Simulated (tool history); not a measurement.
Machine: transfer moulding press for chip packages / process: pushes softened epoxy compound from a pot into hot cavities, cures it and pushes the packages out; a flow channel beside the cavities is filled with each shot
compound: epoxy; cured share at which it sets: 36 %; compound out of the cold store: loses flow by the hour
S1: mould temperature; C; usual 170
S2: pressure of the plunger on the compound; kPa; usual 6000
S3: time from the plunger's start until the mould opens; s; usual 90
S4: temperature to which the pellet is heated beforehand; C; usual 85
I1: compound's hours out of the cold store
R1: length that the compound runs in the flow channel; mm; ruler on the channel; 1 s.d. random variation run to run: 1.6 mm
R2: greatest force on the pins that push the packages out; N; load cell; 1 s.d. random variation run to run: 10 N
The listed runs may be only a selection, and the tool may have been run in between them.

run 1 hour=0 | S1=170 S2=6000 S3=90 S4=85 | I1=28.6 | R1=623 R2=877
-- hour=8.3 cavities cleaned with cleaning compound and waxed
run 2 hour=8.8 | S1=170 S2=6000 S3=90 S4=85 | I1=37.3 | R1=596 R2=522
run 3 hour=16.2 | S1=170 S2=6000 S3=90 S4=85 | I1=24.3 | R1=636 R2=620
run 4 hour=23.8 | S1=170 S2=6000 S3=90 S4=85 | I1=40.6 | R1=585 R2=690
run 5 hour=32.2 | S1=170 S2=6000 S3=90 S4=85 | I1=11.1 | R1=679 R2=774
run 6 hour=39.5 | S1=170 S2=6000 S3=90 S4=85 | I1=31.5 | R1=611 R2=824
run 7 hour=43.9 | S1=170 S2=6000 S3=90 S4=85 | I1=36.2 | R1=593 R2=817
run 8 hour=48.5 | S1=170 S2=6000 S3=90 S4=85 | I1=17.9 | R1=653 R2=849
run 9 hour=56.9 | S1=170 S2=6000 S3=90 S4=85 | I1=38.7 | R1=588 R2=864
run 10 hour=65 | S1=170 S2=6000 S3=90 S4=85 | I1=31.9 | R1=609 R2=863
run 11 hour=70.1 | S1=170 S2=6000 S3=90 S4=85 | I1=14.5 | R1=667 R2=895
-- hour=73.4 cavities cleaned with cleaning compound and waxed
run 12 hour=79.7 | S1=170 S2=6000 S3=90 S4=85 | I1=19.1 | R1=649 R2=606
run 13 hour=86.9 | S1=170 S2=6000 S3=90 S4=85 | I1=14.7 | R1=661 R2=704
run 14 hour=93.5 | S1=170 S2=6000 S3=90 S4=85 | I1=25.3 | R1=623 R2=760
run 15 hour=97.9 | S1=164 S2=6000 S3=90 S4=81 | I1=16.7 | R1=667 R2=1099
run 16 hour=106 | S1=164 S2=5130 S3=90 S4=85 | I1=12.7 | R1=629 R2=1220
run 17 hour=110.4 | S1=164 S2=5130 S3=102 S4=85 | I1=16.7 | R1=614 R2=1008
run 18 hour=119.2 | S1=170 S2=6000 S3=100 S4=93 | I1=20.5 | R1=638 R2=780
run 19 hour=125.8 | S1=170 S2=6000 S3=100 S4=93 | I1=18.1 | R1=647 R2=806
run 20 hour=130 | S1=162 S2=4940 S3=129 S4=82 | I1=42.2 | R1=532 R2=830
run 21 hour=134.9 | S1=166 S2=5070 S3=130 S4=85 | I1=44.8 | R1=525 R2=755
-- hour=138.4 cavities cleaned with cleaning compound and waxed
run 22 hour=140.5 | S1=165 S2=5070 S3=107 S4=85 | I1=47.5 | R1=518 R2=544
run 23 hour=145.2 | S1=165 S2=5070 S3=107 S4=85 | I1=48 | R1=521 R2=600
run 24 hour=149.3 | S1=165 S2=5070 S3=113 S4=79 | I1=30.5 | R1=564 R2=645
run 25 hour=155.7 | S1=165 S2=5070 S3=113 S4=79 | I1=17 | R1=604 R2=696
run 26 hour=161.3 | S1=176 S2=5680 S3=87 S4=85 | I1=46.3 | R1=534 R2=655

The next listed run, before its measurement:
-- hour=168.8 plunger's sealing rings changed
run 27 hour=171.4 | S1=176 S2=5680 S3=115 S4=91 | I1=44.3 | R1=? R2=?

R1: 566 mm
R2: 667 N
With the hidden condition absent and the run-to-run variation left alone, this run would have shown R1 566 mm, R2 421 N.
